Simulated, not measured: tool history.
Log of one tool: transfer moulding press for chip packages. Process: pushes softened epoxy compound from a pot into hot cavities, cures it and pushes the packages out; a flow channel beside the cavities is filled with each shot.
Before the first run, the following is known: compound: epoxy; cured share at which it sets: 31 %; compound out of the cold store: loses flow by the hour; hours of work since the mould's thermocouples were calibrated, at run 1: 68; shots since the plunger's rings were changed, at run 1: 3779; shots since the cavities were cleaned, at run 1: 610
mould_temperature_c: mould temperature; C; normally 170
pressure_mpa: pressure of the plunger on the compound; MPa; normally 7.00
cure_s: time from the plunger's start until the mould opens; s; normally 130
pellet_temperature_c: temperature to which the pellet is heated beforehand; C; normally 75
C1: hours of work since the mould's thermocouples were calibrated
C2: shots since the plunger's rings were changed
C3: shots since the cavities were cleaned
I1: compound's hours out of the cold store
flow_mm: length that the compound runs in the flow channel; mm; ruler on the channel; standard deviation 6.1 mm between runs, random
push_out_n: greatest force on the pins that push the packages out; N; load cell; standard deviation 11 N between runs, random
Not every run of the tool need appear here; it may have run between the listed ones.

Run 1, hour 0.0: usual settings; C1 68; C2 3779; C3 610; I1 47.3. Result: flow_mm 721 mm, push_out_n 998 N.
At hour 30.8: cavities cleaned with cleaning compound and waxed.
Run 2, hour 32.1: usual settings; C1 82; C2 3984; C3 9; I1 17.4. Result: flow_mm 853 mm, push_out_n 520 N.
Run 3, hour 65.1: usual settings; C1 97; C2 4204; C3 229; I1 11.0. Result: flow_mm 882 mm, push_out_n 786 N.
Run 4, hour 94.2: usual settings; C1 110; C2 4398; C3 423; I1 47.3. Result: flow_mm 700 mm, push_out_n 888 N.
Run 5, hour 126.4: usual settings; C1 125; C2 4613; C3 638; I1 19.4. Result: flow_mm 816 mm, push_out_n 1035 N.
At hour 153.6: cavities cleaned with cleaning compound and waxed.
Run 6, hour 154.3: usual settings but pressure_mpa 8.23 MPa; C1 137; C2 4790; C3 4; I1 26.3. Result: flow_mm 851 mm, push_out_n 480 N.
At hour 166.0: plunger's sealing rings changed.
Run 7, hour 185.7: usual settings but cure_s 116 s; C1 150; C2 132; C3 197; I1 35.1. Result: flow_mm 827 mm, push_out_n 853 N.

For run 8, what comes out?
Run 8, hour 199.6: usual settings but cure_s 116 s; C1 156; C2 225; C3 290; I1 8.4. Result: flow_mm ?, push_out_n ?.

Run 8 produced flow_mm 967 mm, push_out_n 1004 N.
Minus the tool's unlogged condition, the same run would have read flow_mm 975 mm, push_out_n 631 N.
